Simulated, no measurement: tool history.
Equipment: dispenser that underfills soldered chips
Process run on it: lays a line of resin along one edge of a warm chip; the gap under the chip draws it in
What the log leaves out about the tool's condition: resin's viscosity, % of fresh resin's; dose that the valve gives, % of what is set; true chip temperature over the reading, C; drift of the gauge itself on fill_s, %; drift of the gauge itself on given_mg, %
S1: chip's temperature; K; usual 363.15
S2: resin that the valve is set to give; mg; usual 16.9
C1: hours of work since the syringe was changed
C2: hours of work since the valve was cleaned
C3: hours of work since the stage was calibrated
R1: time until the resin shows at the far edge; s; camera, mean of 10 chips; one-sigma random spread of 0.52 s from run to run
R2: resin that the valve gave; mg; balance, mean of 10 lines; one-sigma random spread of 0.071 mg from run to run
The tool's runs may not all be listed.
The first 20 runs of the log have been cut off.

{"hour": 118.5, "done": "new syringe of resin"}
{"run": 21, "hour": 123.6, "S1": 370.15, "S2": 19.5, "C1": 4, "C2": 19, "C3": 257, "R1": 35.5, "R2": 19.35}
{"run": 22, "hour": 130.8, "S1": 358.15, "S2": 16.9, "C1": 9, "C2": 24, "C3": 262, "R1": 93.5, "R2": 16.54}
{"hour": 131.8, "done": "new syringe of resin"}
{"run": 23, "hour": 140.5, "S1": 368.15, "S2": 19.9, "C1": 7, "C2": 31, "C3": 269, "R1": 47.8, "R2": 19.37}
{"hour": 145.2, "done": "new syringe of resin"}
{"run": 24, "hour": 145.3, "S1": 354.15, "S2": 17.1, "C1": 0, "C2": 35, "C3": 273, "R1": 57.7, "R2": 16.63}
{"run": 25, "hour": 150.3, "S1": 374.15, "S2": 20.5, "C1": 4, "C2": 39, "C3": 277, "R1": 29.4, "R2": 19.85}
{"run": 26, "hour": 156.7, "S1": 372.15, "S2": 18.2, "C1": 9, "C2": 43, "C3": 281, "R1": 48, "R2": 17.69}
{"hour": 158.7, "done": "new syringe of resin"}
{"run": 27, "hour": 165.0, "S1": 372.15, "S2": 18.2, "C1": 5, "C2": 49, "C3": 287, "R1": 35.6, "R2": 17.47}
{"hour": 171.5, "done": "new syringe of resin"}
{"run": 28, "hour": 173.3, "S1": 372.15, "S2": 20.9, "C1": 1, "C2": 55, "C3": 293, "R1": 27.4, "R2": 20.13}
{"run": 29, "hour": 177.5, "S1": 372.15, "S2": 20.1, "C1": 5, "C2": 59, "C3": 296, "R1": 33.7, "R2": 19.17}
{"run": 30, "hour": 183.3, "S1": 363.15, "S2": 19.8, "C1": 9, "C2": 63, "C3": 301, "R1": 70.9, "R2": 18.83}
{"hour": 184.3, "done": "new syringe of resin"}
{"run": 31, "hour": 193.2, "S1": 367.15, "S2": 14.8, "C1": 7, "C2": 70, "C3": 308, "R1": 55.4, "R2": 13.97}
{"hour": 195.7, "done": "dispensing valve cleaned and set on the balance"}
{"hour": 198.1, "done": "new syringe of resin"}
{"run": 32, "hour": 199.7, "S1": 367.15, "S2": 14.8, "C1": 1, "C2": 3, "C3": 312, "R1": 35.1, "R2": 14.92}
{"run": 33, "hour": 205.4, "S1": 363.15, "S2": 15.2, "C1": 5, "C2": 7, "C3": 316, "R1": 56.7, "R2": 15.25}
{"hour": 211.3, "done": "new syringe of resin"}
{"run": 34, "hour": 213.1, "S1": 363.15, "S2": 15.2, "C1": 1, "C2": 13, "C3": 322, "R1": 42.9, "R2": 15.11}
{"run": 35, "hour": 218.9, "S1": 375.15, "S2": 17, "C1": 6, "C2": 17, "C3": 326, "R1": 33.8, "R2": 16.74}

4 options for the next run, each taken on its own from the tool as it stands now. Forecast them:
{"run": "A", "hour": 223.0, "S1": 362.15, "S2": 16.6, "C1": 9, "C2": 20, "C3": 329, "R1": "?", "R2": "?"}
{"run": "B", "hour": 223.0, "S1": 373.15, "S2": 17, "C1": 9, "C2": 20, "C3": 329, "R1": "?", "R2": "?"}
{"run": "C", "hour": 223.0, "S1": 372.15, "S2": 20, "C1": 9, "C2": 20, "C3": 329, "R1": "?", "R2": "?"}
{"run": "D", "hour": 223.0, "S1": 363.15, "S2": 16.9, "C1": 9, "C2": 20, "C3": 329, "R1": "?", "R2": "?"}

run=A R1=74.6 R2=16.42
run=B R1=45.9 R2=16.93
run=C R1=46.5 R2=19.6
run=D R1=71.6 R2=16.71
Take away the tool's hidden state, keep each run's random variation, and the runs would have read:
run=A R1=44 R2=16.63
run=B R1=27.2 R2=17.14
run=C R1=27.4 R2=19.85
run=D R1=42.4 R2=16.91
